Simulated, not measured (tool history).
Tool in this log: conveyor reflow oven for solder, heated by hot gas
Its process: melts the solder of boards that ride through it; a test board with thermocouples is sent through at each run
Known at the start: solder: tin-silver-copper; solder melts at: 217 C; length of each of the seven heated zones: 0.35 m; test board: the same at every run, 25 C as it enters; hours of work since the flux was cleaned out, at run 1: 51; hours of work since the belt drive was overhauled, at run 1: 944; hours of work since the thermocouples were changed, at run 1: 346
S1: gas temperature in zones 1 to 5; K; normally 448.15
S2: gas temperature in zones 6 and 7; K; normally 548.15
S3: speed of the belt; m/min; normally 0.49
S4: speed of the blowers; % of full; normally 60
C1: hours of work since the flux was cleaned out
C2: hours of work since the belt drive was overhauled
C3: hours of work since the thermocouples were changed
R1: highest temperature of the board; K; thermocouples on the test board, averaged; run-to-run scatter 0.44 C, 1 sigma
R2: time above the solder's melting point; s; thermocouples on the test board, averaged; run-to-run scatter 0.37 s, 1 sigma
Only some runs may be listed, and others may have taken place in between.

run	hour	S1	S2	S3	S4	C1	C2	C3	R1	R2
1	0	448.15	548.15	0.49	60	51	944	346	527.65	67
2	60.6	448.15	548.15	0.49	60	83	976	378	528.35	66.2
3	138.4	448.15	548.15	0.49	60	123	1016	418	528.05	66.3
4	220.7	448.15	548.15	0.49	60	166	1059	461	526.95	65.6
5	316.4	448.15	548.15	0.49	60	216	1109	511	526.95	65.1
# hour 371.6: belt drive overhauled, speed set with a stopwatch
6	387.7	454.15	548.15	0.49	60	251	8	545	527.45	67.4
# hour 401.7: flux residue cleaned out of gas plates and filters
7	467	454.15	548.15	0.49	60	34	47	584	529.35	69.2
8	537.3	448.15	548.15	0.571	60	70	83	621	521.95	51.1
9	596.7	448.15	548.15	0.571	60	101	114	651	520.15	49.5
10	694.3	448.15	548.15	0.571	60	152	165	702	521.05	49.5
11	737.1	448.15	548.15	0.571	60	174	187	724	520.95	49.5
12	794	448.15	548.15	0.571	60	204	217	754	520.05	48.7
13	836.7	448.15	548.15	0.571	60	226	239	776	520.25	48.8
14	881.4	448.15	548.15	0.452	60	249	262	799	528.75	72.2
# hour 898: flux residue cleaned out of gas plates and filters
15	953.2	448.15	548.15	0.49	60	29	297	834	527.35	65.5
16	1036.9	452.15	550.15	0.451	64	72	340	878	533.45	78.5
17	1109	452.15	552.15	0.493	64	110	378	915	531.55	69.1
# hour 1164.3: thermocouples of zones 6 and 7 changed
18	1167.9	448.15	548.15	0.49	58	139	407	2	528.45	67
19	1216.4	448.15	548.15	0.49	58	164	433	27	528.05	66.2
20	1275.9	448.15	548.15	0.49	58	195	463	58	528.25	65.7
21	1355.7	446.15	548.15	0.49	51	237	505	99	525.95	62.5
# hour 1400.9: flux residue cleaned out of gas plates and filters
22	1437.2	460.15	551.15	0.516	60	19	545	139	532.05	70.7
23	1479.8	460.15	551.15	0.516	60	41	567	161	531.75	70.3
24	1557.6	433.15	546.15	0.49	60	81	607	202	524.75	57.1
25	1650.3	433.15	546.15	0.49	60	130	655	250	523.85	56.2
26	1724.5	451.15	558.15	0.433	50	168	694	288	539.45	86.3
27	1803.8	451.15	558.15	0.433	50	209	735	330	539.35	85.3
28	1847.7	433.15	548.15	0.49	77	232	758	352	526.95	60.1
# hour 1900: flux residue cleaned out of gas plates and filters
29	1915.5	433.15	548.15	0.49	77	8	790	385	530.45	63.1
30	2010.5	448.15	550.15	0.4	60	57	840	434	536.25	89.3

Branching from run 30: 3 alternative next runs. What would each branch give?
A	2095.6	448.15	550.15	0.4	79	102	884	479	?	?
B	2095.6	448.15	541.15	0.458	60	102	884	479	?	?
C	2095.6	436.15	548.15	0.526	64	102	884	479	?	?

run	R1	R2
A	538.85	92.3
B	523.75	68.2
C	523.65	53.7
Without the tool's hidden state the same runs would have given:
run	R1	R2
A	540.45	92.5
B	525.35	69.1
C	525.45	54.9

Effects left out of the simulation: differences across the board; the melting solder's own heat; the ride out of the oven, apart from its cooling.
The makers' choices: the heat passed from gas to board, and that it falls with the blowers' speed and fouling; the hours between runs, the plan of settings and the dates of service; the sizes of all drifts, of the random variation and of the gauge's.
